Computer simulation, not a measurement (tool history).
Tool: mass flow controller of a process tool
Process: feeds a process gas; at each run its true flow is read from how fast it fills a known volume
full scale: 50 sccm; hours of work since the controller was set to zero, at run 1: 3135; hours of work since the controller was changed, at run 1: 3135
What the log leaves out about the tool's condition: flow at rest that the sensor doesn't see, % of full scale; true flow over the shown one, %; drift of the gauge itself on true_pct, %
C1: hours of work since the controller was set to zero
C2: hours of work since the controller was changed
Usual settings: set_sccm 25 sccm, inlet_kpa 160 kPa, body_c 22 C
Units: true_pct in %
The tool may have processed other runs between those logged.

{"run": 1, "hour": 0.0, "set_sccm": 25, "inlet_kpa": 160, "body_c": 22, "C1": 3135, "C2": 3135, "true_pct": 98.33}
{"run": 2, "hour": 150.6, "set_sccm": 36, "inlet_kpa": 160, "body_c": 22, "C1": 3237, "C2": 3237, "true_pct": 99.42}
{"run": 3, "hour": 256.3, "set_sccm": 36, "inlet_kpa": 160, "body_c": 22, "C1": 3309, "C2": 3309, "true_pct": 99.32}
{"run": 4, "hour": 338.1, "set_sccm": 36, "inlet_kpa": 160, "body_c": 22, "C1": 3364, "C2": 3364, "true_pct": 99.58}
{"run": 5, "hour": 444.6, "set_sccm": 25, "inlet_kpa": 155, "body_c": 22, "C1": 3437, "C2": 3437, "true_pct": 99.01}
{"run": 6, "hour": 555.6, "set_sccm": 25, "inlet_kpa": 155, "body_c": 22, "C1": 3512, "C2": 3512, "true_pct": 98.98}
{"run": 7, "hour": 645.0, "set_sccm": 25, "inlet_kpa": 155, "body_c": 22, "C1": 3572, "C2": 3572, "true_pct": 99.25}
{"run": 8, "hour": 792.4, "set_sccm": 25, "inlet_kpa": 160, "body_c": 22, "C1": 3672, "C2": 3672, "true_pct": 99.46}
{"run": 9, "hour": 891.6, "set_sccm": 25, "inlet_kpa": 160, "body_c": 24, "C1": 3740, "C2": 3740, "true_pct": 99.44}
{"run": 10, "hour": 1058.3, "set_sccm": 25, "inlet_kpa": 160, "body_c": 22, "C1": 3853, "C2": 3853, "true_pct": 99.86}
{"run": 11, "hour": 1188.6, "set_sccm": 25, "inlet_kpa": 160, "body_c": 22, "C1": 3941, "C2": 3941, "true_pct": 100.04}
{"run": 12, "hour": 1297.2, "set_sccm": 25, "inlet_kpa": 160, "body_c": 22, "C1": 4015, "C2": 4015, "true_pct": 100.05}
{"run": 13, "hour": 1369.0, "set_sccm": 25, "inlet_kpa": 160, "body_c": 22, "C1": 4063, "C2": 4063, "true_pct": 100.21}
{"run": 14, "hour": 1468.7, "set_sccm": 25, "inlet_kpa": 160, "body_c": 22, "C1": 4131, "C2": 4131, "true_pct": 100.38}
{"run": 15, "hour": 1591.7, "set_sccm": 14, "inlet_kpa": 171, "body_c": 21, "C1": 4214, "C2": 4214, "true_pct": 100.08}
{"run": 16, "hour": 1746.0, "set_sccm": 14, "inlet_kpa": 156, "body_c": 21, "C1": 4319, "C2": 4319, "true_pct": 100.14}
{"hour": 1802.4, "done": "gauge calibrated"}
{"run": 17, "hour": 1834.9, "set_sccm": 25, "inlet_kpa": 186, "body_c": 28, "C1": 4379, "C2": 4379, "true_pct": 97.92}
{"run": 18, "hour": 1971.3, "set_sccm": 25, "inlet_kpa": 186, "body_c": 28, "C1": 4472, "C2": 4472, "true_pct": 98.11}
{"run": 19, "hour": 2102.3, "set_sccm": 10, "inlet_kpa": 218, "body_c": 40, "C1": 4561, "C2": 4561, "true_pct": 96.1}
{"run": 20, "hour": 2212.1, "set_sccm": 25, "inlet_kpa": 160, "body_c": 39, "C1": 4635, "C2": 4635, "true_pct": 96.98}
{"run": 21, "hour": 2289.3, "set_sccm": 25, "inlet_kpa": 160, "body_c": 39, "C1": 4687, "C2": 4687, "true_pct": 97.16}
{"run": 22, "hour": 2364.6, "set_sccm": 25, "inlet_kpa": 160, "body_c": 34, "C1": 4738, "C2": 4738, "true_pct": 97.88}
{"run": 23, "hour": 2495.8, "set_sccm": 25, "inlet_kpa": 261, "body_c": 39, "C1": 4827, "C2": 4827, "true_pct": 98.37}
{"run": 24, "hour": 2659.3, "set_sccm": 25, "inlet_kpa": 261, "body_c": 39, "C1": 4938, "C2": 4938, "true_pct": 98.27}
{"run": 25, "hour": 2805.5, "set_sccm": 5, "inlet_kpa": 197, "body_c": 23, "C1": 5037, "C2": 5037, "true_pct": 98.56}
{"run": 26, "hour": 2942.6, "set_sccm": 22, "inlet_kpa": 197, "body_c": 23, "C1": 5130, "C2": 5130, "true_pct": 99.78}
{"run": 27, "hour": 3019.4, "set_sccm": 43, "inlet_kpa": 248, "body_c": 30, "C1": 5182, "C2": 5182, "true_pct": 101.01}

Alternative continuations, all from the tool just after run 27; predict every row:
{"run": "A", "hour": 3175.3, "set_sccm": 23, "inlet_kpa": 248, "body_c": 30, "C1": 5288, "C2": 5288, "true_pct": "?"}
{"run": "B", "hour": 3175.3, "set_sccm": 43, "inlet_kpa": 248, "body_c": 26, "C1": 5288, "C2": 5288, "true_pct": "?"}
{"run": "C", "hour": 3175.3, "set_sccm": 32, "inlet_kpa": 272, "body_c": 34, "C1": 5288, "C2": 5288, "true_pct": "?"}
{"run": "D", "hour": 3175.3, "set_sccm": 43, "inlet_kpa": 248, "body_c": 27, "C1": 5288, "C2": 5288, "true_pct": "?"}

run=A true_pct=99.9
run=B true_pct=101.73
run=C true_pct=100.19
run=D true_pct=101.65
The same runs, with their run-to-run variation unchanged, on a tool lacking any hidden condition would have given:
run=A true_pct=97.95
run=B true_pct=99.75
run=C true_pct=98.24
run=D true_pct=99.67
